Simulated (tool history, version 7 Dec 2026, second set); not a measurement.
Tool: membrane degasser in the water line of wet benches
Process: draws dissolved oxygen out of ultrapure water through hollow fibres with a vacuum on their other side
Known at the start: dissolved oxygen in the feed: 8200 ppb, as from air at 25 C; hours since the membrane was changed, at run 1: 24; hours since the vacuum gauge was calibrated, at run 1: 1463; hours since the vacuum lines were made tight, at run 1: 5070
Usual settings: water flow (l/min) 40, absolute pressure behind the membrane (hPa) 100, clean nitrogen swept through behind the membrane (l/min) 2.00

run,hour,water flow (l/min),absolute pressure behind the membrane (hPa),clean nitrogen swept through behind the membrane (l/min),hours since the membrane was changed,hours since the vacuum gauge was calibrated,hours since the vacuum lines were made tight,dissolved oxygen in the water behind the degasser (ppb),pressure that the water loses in the fibres (hPa)
1,0.0,40,100,2.00,24,1463,5070,325.1,420.5
2,74.1,40,100,2.00,98,1538,5144,321.2,422.5
3,130.7,40,100,2.00,155,1594,5201,322.6,419.7
4,181.9,40,100,2.00,206,1645,5252,324.9,418.1
5,253.0,40,162,2.00,277,1716,5323,571.1,421.6
6,323.0,40,162,2.00,347,1786,5393,569.9,421.1
# hour 327.5: vacuum gauge calibrated
7,369.6,44,123,3.96,393,42,5439,268.3,465.4

Forecast run 8:
8,427.3,44,123,3.96,451,100,5497,?,?

{"run 8": {"dissolved oxygen in the water behind the degasser (ppb)": 266.2, "pressure that the water loses in the fibres (hPa)": 465.6}}
Without the tool's hidden state the same run would have given dissolved oxygen in the water behind the degasser (ppb) 261.8, pressure that the water loses in the fibres (hPa) 464.3.

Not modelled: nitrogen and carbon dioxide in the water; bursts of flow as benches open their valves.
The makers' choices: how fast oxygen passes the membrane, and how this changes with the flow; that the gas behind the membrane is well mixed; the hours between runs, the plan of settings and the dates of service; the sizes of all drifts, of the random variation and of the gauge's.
